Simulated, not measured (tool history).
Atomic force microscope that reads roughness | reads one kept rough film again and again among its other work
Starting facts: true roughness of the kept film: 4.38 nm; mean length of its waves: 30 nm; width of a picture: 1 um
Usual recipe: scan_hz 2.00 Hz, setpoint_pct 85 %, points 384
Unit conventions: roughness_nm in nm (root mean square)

Run 1, hour 0.0: usual settings. Result: roughness_nm 2.845 nm (root mean square).
Run 2, hour 3.6: usual settings but setpoint_pct 87 %. Result: roughness_nm 2.781 nm (root mean square).
Run 3, hour 12.5: usual settings but setpoint_pct 87 %. Result: roughness_nm 2.763 nm (root mean square).
At hour 16.6: new tip fitted.
Run 4, hour 18.1: usual settings but setpoint_pct 76 %. Result: roughness_nm 3.609 nm (root mean square).
Run 5, hour 24.3: usual settings but setpoint_pct 76 %. Result: roughness_nm 3.573 nm (root mean square).
Run 6, hour 30.7: usual settings but setpoint_pct 76 %. Result: roughness_nm 3.583 nm (root mean square).
Run 7, hour 36.3: usual settings but setpoint_pct 76 %. Result: roughness_nm 3.561 nm (root mean square).
Run 8, hour 43.5: usual settings but setpoint_pct 58 %. Result: roughness_nm 3.743 nm (root mean square).
Run 9, hour 48.7: usual settings but setpoint_pct 58 %. Result: roughness_nm 3.732 nm (root mean square).
Run 10, hour 55.0: usual settings but setpoint_pct 59 %. Result: roughness_nm 3.733 nm (root mean square).
Run 11, hour 61.6: usual settings but setpoint_pct 59 %. Result: roughness_nm 3.688 nm (root mean square).
Run 12, hour 67.4: usual settings but setpoint_pct 59 %. Result: roughness_nm 3.681 nm (root mean square).
Run 13, hour 71.5: usual settings but scan_hz 2.37 Hz. Result: roughness_nm 3.200 nm (root mean square).
Run 14, hour 79.6: usual settings but scan_hz 2.37 Hz. Result: roughness_nm 3.202 nm (root mean square).
Run 15, hour 86.9: usual settings but points 803. Result: roughness_nm 3.275 nm (root mean square).
Run 16, hour 92.7: usual settings but setpoint_pct 63 %, points 319. Result: roughness_nm 3.566 nm (root mean square).
Run 17, hour 99.3: usual settings but scan_hz 0.54 Hz, setpoint_pct 80 %, points 977. Result: roughness_nm 3.659 nm (root mean square).
Run 18, hour 106.9: usual settings but scan_hz 0.54 Hz, setpoint_pct 80 %, points 977. Result: roughness_nm 3.617 nm (root mean square).
Run 19, hour 116.0: usual settings but scan_hz 0.54 Hz, setpoint_pct 80 %, points 977. Result: roughness_nm 3.607 nm (root mean square).
Run 20, hour 122.7: usual settings but scan_hz 1.96 Hz, setpoint_pct 89 %, points 997. Result: roughness_nm 3.122 nm (root mean square).
Run 21, hour 128.6: usual settings but setpoint_pct 71 %. Result: roughness_nm 3.416 nm (root mean square).
Run 22, hour 132.9: usual settings but scan_hz 0.55 Hz, setpoint_pct 63 %, points 833. Result: roughness_nm 3.659 nm (root mean square).
Run 23, hour 140.8: usual settings but scan_hz 2.76 Hz, points 454. Result: roughness_nm 3.022 nm (root mean square).
Run 24, hour 145.9: usual settings but scan_hz 0.99 Hz, setpoint_pct 70 %, points 801. Result: roughness_nm 3.547 nm (root mean square).
Run 25, hour 151.1: usual settings but scan_hz 0.99 Hz, setpoint_pct 70 %, points 801. Result: roughness_nm 3.519 nm (root mean square).

For some of the steps in roughness_nm from one run to the next: how much would appear even if the tool had no hidden state, given the settings, what came in and random variation, and how much remains for the hidden state plus any gauge scatter that the measured result and the result without hidden state don't share?
Unlogged tool condition in this case: radius of the tip, nm; height scale over the true one, %; drift of the gauge itself on roughness_nm, %.
Run 3 -> 4: setpoint_pct 87 -> 76, new tip fitted. roughness_nm +0.846 nm (root mean square): hidden state +0.590, all else +0.256.
Run 22 -> 23: scan_hz 0.55 -> 2.76, setpoint_pct 63 -> 85, points 833 -> 454. roughness_nm -0.637 nm (root mean square): hidden state +0.034, all else -0.671.
Run 23 -> 24: scan_hz 2.76 -> 0.99, setpoint_pct 85 -> 70, points 454 -> 801. roughness_nm +0.525 nm (root mean square): hidden state -0.057, all else +0.582.

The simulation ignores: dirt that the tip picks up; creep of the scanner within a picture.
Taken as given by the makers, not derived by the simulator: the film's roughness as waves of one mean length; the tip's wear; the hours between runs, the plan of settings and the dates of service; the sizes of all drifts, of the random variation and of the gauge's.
